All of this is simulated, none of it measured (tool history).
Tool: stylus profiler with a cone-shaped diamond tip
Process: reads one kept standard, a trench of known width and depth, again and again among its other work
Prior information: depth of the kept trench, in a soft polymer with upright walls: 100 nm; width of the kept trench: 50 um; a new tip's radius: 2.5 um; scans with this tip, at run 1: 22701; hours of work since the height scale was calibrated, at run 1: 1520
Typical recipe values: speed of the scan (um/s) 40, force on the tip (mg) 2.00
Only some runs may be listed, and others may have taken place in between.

run    hour  speed of the scan (um/s)  force on the tip (mg)  scans with this tip  hours of work since the height scale was calibrated  depth of the trench (Å)  width of the trench's floor (µm)
  1     0.0                        40                   2.00                22701                                                 1520                   1014.3                             48.49
  2    72.4                        31                   2.00                23443                                                 1570                   1013.8                             48.51
  3   155.5                        40                   1.10                24295                                                 1627                   1009.5                             48.46
  4   219.0                        40                   1.10                24946                                                 1670                   1009.6                             48.47
  5   308.5                        40                   1.10                25864                                                 1732                   1009.8                             48.40
  6   369.3                        55                   1.10                26487                                                 1774                   1009.0                             48.50
  7   458.5                        40                   1.27                27401                                                 1835                   1010.1                             48.44
  8   509.3                        40                   4.25                27922                                                 1870                   1023.6                             48.53
  9   557.9                        40                   3.47                28421                                                 1903                   1020.5                             48.49
 10   605.0                        40                   3.47                28903                                                 1935                   1020.6                             48.55
 11   678.5                        40                   2.00                29657                                                 1986                   1014.1                             48.51
 12   780.8                        40                   2.00                30705                                                 2056                   1014.3                             48.51
 13   883.4                        59                   2.49                31757                                                 2126                   1016.7                             48.50
 14   960.1                       107                   0.88                32544                                                 2179                   1008.4                             48.28
      985.1  -- height scale calibrated on a step standard
 15  1005.4                       142                   1.83                33002                                                   14                   1013.3                             48.27
     1046.5  -- new tip fitted, height scale calibrated
 16  1105.0                       142                   1.83                  600                                                   40                   1013.1                             48.31
 17  1204.0                        40                   5.94                 1615                                                  108                   1029.7                             48.58
 18  1287.7                        40                   5.94                 2472                                                  166                   1029.6                             48.59
 19  1346.7                        45                   3.21                 3078                                                  206                   1019.0                             48.57
 20  1439.0                        12                   4.43                 4023                                                  269                   1024.4                             48.57
 21  1523.6                        12                   4.43                 4890                                                  327                   1024.2                             48.57
 22  1607.9                       133                   4.12                 5755                                                  385                   1022.8                             48.43
 23  1664.0                        32                   3.22                 6330                                                  424                   1019.2                             48.56
 24  1714.8                        32                   1.73                 6851                                                  459                   1012.7                             48.51

What differs in the tool's unlogged condition from the final listed run ahead of each entry between runs to the first listed run following it?
Logged between run 14 and run 15: height scale calibrated on a step standard (hour 985.1)
  height scale over the true one, %: -0.008 -> 0.001
Logged between run 15 and run 16: new tip fitted, height scale calibrated (hour 1046.5)
  radius of the tip, um: 2.57 -> 2.5; height scale over the true one, %: 0.001 -> 0

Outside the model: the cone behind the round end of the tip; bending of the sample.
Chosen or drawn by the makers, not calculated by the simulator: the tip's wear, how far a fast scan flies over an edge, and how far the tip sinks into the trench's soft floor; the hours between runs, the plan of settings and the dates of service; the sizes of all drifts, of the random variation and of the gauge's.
